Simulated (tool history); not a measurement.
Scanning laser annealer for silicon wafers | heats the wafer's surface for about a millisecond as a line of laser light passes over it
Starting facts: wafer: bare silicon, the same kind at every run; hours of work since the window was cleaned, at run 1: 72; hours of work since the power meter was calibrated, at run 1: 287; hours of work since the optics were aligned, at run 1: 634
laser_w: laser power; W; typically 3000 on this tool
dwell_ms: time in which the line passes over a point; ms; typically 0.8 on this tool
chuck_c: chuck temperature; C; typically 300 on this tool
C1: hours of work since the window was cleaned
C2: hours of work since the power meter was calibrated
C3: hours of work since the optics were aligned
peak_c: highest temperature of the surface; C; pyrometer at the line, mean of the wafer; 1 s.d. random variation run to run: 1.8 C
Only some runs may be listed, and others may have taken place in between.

{"run": 1, "hour": 0.0, "laser_w": 3000, "dwell_ms": 0.8, "chuck_c": 300, "C1": 72, "C2": 287, "C3": 634, "peak_c": 1003}
{"run": 2, "hour": 6.9, "laser_w": 3000, "dwell_ms": 0.8, "chuck_c": 311, "C1": 76, "C2": 291, "C3": 638, "peak_c": 1012}
{"run": 3, "hour": 20.0, "laser_w": 3000, "dwell_ms": 0.8, "chuck_c": 311, "C1": 82, "C2": 297, "C3": 644, "peak_c": 1013}
{"run": 4, "hour": 35.0, "laser_w": 3000, "dwell_ms": 0.8, "chuck_c": 311, "C1": 89, "C2": 304, "C3": 651, "peak_c": 1009}
{"run": 5, "hour": 48.7, "laser_w": 3000, "dwell_ms": 0.8, "chuck_c": 315, "C1": 95, "C2": 310, "C3": 657, "peak_c": 1015}
{"run": 6, "hour": 58.2, "laser_w": 3000, "dwell_ms": 0.8, "chuck_c": 315, "C1": 99, "C2": 314, "C3": 662, "peak_c": 1015}
{"run": 7, "hour": 72.5, "laser_w": 2793, "dwell_ms": 0.8, "chuck_c": 300, "C1": 106, "C2": 321, "C3": 668, "peak_c": 944}
{"run": 8, "hour": 80.0, "laser_w": 3000, "dwell_ms": 0.8, "chuck_c": 300, "C1": 110, "C2": 325, "C3": 672, "peak_c": 1001}
{"run": 9, "hour": 93.4, "laser_w": 3000, "dwell_ms": 0.8, "chuck_c": 300, "C1": 116, "C2": 331, "C3": 678, "peak_c": 997}
{"run": 10, "hour": 104.6, "laser_w": 3170, "dwell_ms": 0.666, "chuck_c": 279, "C1": 121, "C2": 336, "C3": 683, "peak_c": 945}
{"run": 11, "hour": 112.0, "laser_w": 3170, "dwell_ms": 0.666, "chuck_c": 279, "C1": 125, "C2": 339, "C3": 687, "peak_c": 948}
{"run": 12, "hour": 124.1, "laser_w": 2790, "dwell_ms": 0.566, "chuck_c": 291, "C1": 130, "C2": 345, "C3": 692, "peak_c": 812}
{"run": 13, "hour": 136.3, "laser_w": 2790, "dwell_ms": 0.566, "chuck_c": 291, "C1": 136, "C2": 351, "C3": 698, "peak_c": 814}
{"run": 14, "hour": 146.0, "laser_w": 3106, "dwell_ms": 0.825, "chuck_c": 333, "C1": 140, "C2": 355, "C3": 702, "peak_c": 1072}
{"run": 15, "hour": 159.2, "laser_w": 3106, "dwell_ms": 0.895, "chuck_c": 276, "C1": 146, "C2": 361, "C3": 709, "peak_c": 1053}
{"run": 16, "hour": 171.7, "laser_w": 3000, "dwell_ms": 0.94, "chuck_c": 300, "C1": 152, "C2": 367, "C3": 714, "peak_c": 1066}

What if the next run were any one of these 4? Each begins from the tool's condition after run 16:
{"run": "A", "hour": 181.5, "laser_w": 2756, "dwell_ms": 0.606, "chuck_c": 300, "C1": 157, "C2": 372, "C3": 719, "peak_c": "?"}
{"run": "B", "hour": 181.5, "laser_w": 3021, "dwell_ms": 0.8, "chuck_c": 300, "C1": 157, "C2": 372, "C3": 719, "peak_c": "?"}
{"run": "C", "hour": 181.5, "laser_w": 3000, "dwell_ms": 0.668, "chuck_c": 300, "C1": 157, "C2": 372, "C3": 719, "peak_c": "?"}
{"run": "D", "hour": 181.5, "laser_w": 2628, "dwell_ms": 0.94, "chuck_c": 295, "C1": 157, "C2": 372, "C3": 719, "peak_c": "?"}

run=A peak_c=832
run=B peak_c=1001
run=C peak_c=927
run=D peak_c=953
Had the tool no hidden state, the same runs would have come out as:
run=A peak_c=845
run=B peak_c=1018
run=C peak_c=942
run=D peak_c=968

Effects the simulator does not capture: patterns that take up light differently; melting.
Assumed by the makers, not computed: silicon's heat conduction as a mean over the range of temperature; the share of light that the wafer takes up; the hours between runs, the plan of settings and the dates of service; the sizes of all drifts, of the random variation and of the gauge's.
